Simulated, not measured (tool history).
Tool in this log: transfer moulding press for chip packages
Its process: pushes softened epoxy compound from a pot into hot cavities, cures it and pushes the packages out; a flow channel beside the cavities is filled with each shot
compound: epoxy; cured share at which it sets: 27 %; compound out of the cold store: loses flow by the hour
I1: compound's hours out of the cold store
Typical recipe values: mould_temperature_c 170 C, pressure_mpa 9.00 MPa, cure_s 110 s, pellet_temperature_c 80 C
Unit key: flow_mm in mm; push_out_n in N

{"run": 1, "hour": 0.0, "mould_temperature_c": 170, "pressure_mpa": 9.0, "cure_s": 110, "pellet_temperature_c": 80, "I1": 27.4, "flow_mm": 506, "push_out_n": 618}
{"run": 2, "hour": 43.0, "mould_temperature_c": 170, "pressure_mpa": 9.0, "cure_s": 110, "pellet_temperature_c": 80, "I1": 39.4, "flow_mm": 477, "push_out_n": 657}
{"hour": 52.6, "done": "cavities cleaned with cleaning compound and waxed"}
{"hour": 63.4, "done": "plunger's sealing rings changed"}
{"run": 3, "hour": 115.2, "mould_temperature_c": 170, "pressure_mpa": 8.74, "cure_s": 110, "pellet_temperature_c": 80, "I1": 11.5, "flow_mm": 547, "push_out_n": 568}
{"hour": 160.8, "done": "cavities cleaned with cleaning compound and waxed"}
{"run": 4, "hour": 166.1, "mould_temperature_c": 170, "pressure_mpa": 8.74, "cure_s": 110, "pellet_temperature_c": 80, "I1": 30.2, "flow_mm": 509, "push_out_n": 403}
{"run": 5, "hour": 213.4, "mould_temperature_c": 170, "pressure_mpa": 9.0, "cure_s": 110, "pellet_temperature_c": 80, "I1": 34.4, "flow_mm": 500, "push_out_n": 550}
{"hour": 262.8, "done": "cavities cleaned with cleaning compound and waxed"}
{"run": 6, "hour": 295.8, "mould_temperature_c": 170, "pressure_mpa": 9.0, "cure_s": 110, "pellet_temperature_c": 80, "I1": 42.3, "flow_mm": 478, "push_out_n": 503}
{"hour": 366.2, "done": "cavities cleaned with cleaning compound and waxed"}
{"hour": 382.5, "done": "plunger's sealing rings changed"}
{"run": 7, "hour": 393.1, "mould_temperature_c": 170, "pressure_mpa": 9.0, "cure_s": 110, "pellet_temperature_c": 80, "I1": 43.3, "flow_mm": 500, "push_out_n": 484}
{"run": 8, "hour": 444.0, "mould_temperature_c": 170, "pressure_mpa": 9.0, "cure_s": 110, "pellet_temperature_c": 80, "I1": 25.6, "flow_mm": 524, "push_out_n": 596}
{"hour": 455.9, "done": "mould's thermocouples calibrated"}
{"hour": 478.4, "done": "cavities cleaned with cleaning compound and waxed"}
{"run": 9, "hour": 521.5, "mould_temperature_c": 170, "pressure_mpa": 7.35, "cure_s": 110, "pellet_temperature_c": 82, "I1": 28.8, "flow_mm": 469, "push_out_n": 532}
{"run": 10, "hour": 569.7, "mould_temperature_c": 170, "pressure_mpa": 7.52, "cure_s": 123, "pellet_temperature_c": 82, "I1": 22.7, "flow_mm": 476, "push_out_n": 591}
{"hour": 580.7, "done": "cavities cleaned with cleaning compound and waxed"}
{"run": 11, "hour": 669.8, "mould_temperature_c": 173, "pressure_mpa": 7.52, "cure_s": 123, "pellet_temperature_c": 82, "I1": 25.5, "flow_mm": 468, "push_out_n": 562}
{"hour": 681.7, "done": "cavities cleaned with cleaning compound and waxed"}
{"hour": 697.7, "done": "plunger's sealing rings changed"}
{"run": 12, "hour": 767.7, "mould_temperature_c": 173, "pressure_mpa": 7.52, "cure_s": 123, "pellet_temperature_c": 82, "I1": 37.4, "flow_mm": 453, "push_out_n": 554}
{"hour": 786.1, "done": "cavities cleaned with cleaning compound and waxed"}
{"run": 13, "hour": 840.8, "mould_temperature_c": 173, "pressure_mpa": 10.99, "cure_s": 123, "pellet_temperature_c": 82, "I1": 11.4, "flow_mm": 607, "push_out_n": 508}
{"hour": 889.6, "done": "cavities cleaned with cleaning compound and waxed"}
{"run": 14, "hour": 893.5, "mould_temperature_c": 173, "pressure_mpa": 10.99, "cure_s": 138, "pellet_temperature_c": 82, "I1": 44.9, "flow_mm": 520, "push_out_n": 348}
{"run": 15, "hour": 985.5, "mould_temperature_c": 178, "pressure_mpa": 10.99, "cure_s": 138, "pellet_temperature_c": 82, "I1": 26.1, "flow_mm": 553, "push_out_n": 553}

4 options for the next run, each taken on its own from the tool as it stands now. Forecast them:
{"hour": 993.4, "done": "cavities cleaned with cleaning compound and waxed"}
{"hour": 1011.1, "done": "plunger's sealing rings changed"}
{"run": "A", "hour": 1039.9, "mould_temperature_c": 169, "pressure_mpa": 9.0, "cure_s": 110, "pellet_temperature_c": 87, "I1": 9.4, "flow_mm": "?", "push_out_n": "?"}
{"hour": 993.4, "done": "cavities cleaned with cleaning compound and waxed"}
{"hour": 1011.1, "done": "plunger's sealing rings changed"}
{"run": "B", "hour": 1039.9, "mould_temperature_c": 167, "pressure_mpa": 8.65, "cure_s": 109, "pellet_temperature_c": 82, "I1": 10.1, "flow_mm": "?", "push_out_n": "?"}
{"hour": 993.4, "done": "cavities cleaned with cleaning compound and waxed"}
{"hour": 1011.1, "done": "plunger's sealing rings changed"}
{"run": "C", "hour": 1039.9, "mould_temperature_c": 178, "pressure_mpa": 10.99, "cure_s": 138, "pellet_temperature_c": 82, "I1": 45.3, "flow_mm": "?", "push_out_n": "?"}
{"hour": 993.4, "done": "cavities cleaned with cleaning compound and waxed"}
{"hour": 1011.1, "done": "plunger's sealing rings changed"}
{"run": "D", "hour": 1039.9, "mould_temperature_c": 178, "pressure_mpa": 9.75, "cure_s": 141, "pellet_temperature_c": 83, "I1": 32.7, "flow_mm": "?", "push_out_n": "?"}

run=A flow_mm=571 push_out_n=575
run=B flow_mm=562 push_out_n=653
run=C flow_mm=531 push_out_n=462
run=D flow_mm=523 push_out_n=468
Take away the tool's hidden state, keep each run's random variation, and the runs would have read:
run=A flow_mm=576 push_out_n=404
run=B flow_mm=566 push_out_n=460
run=C flow_mm=535 push_out_n=322
run=D flow_mm=526 push_out_n=326
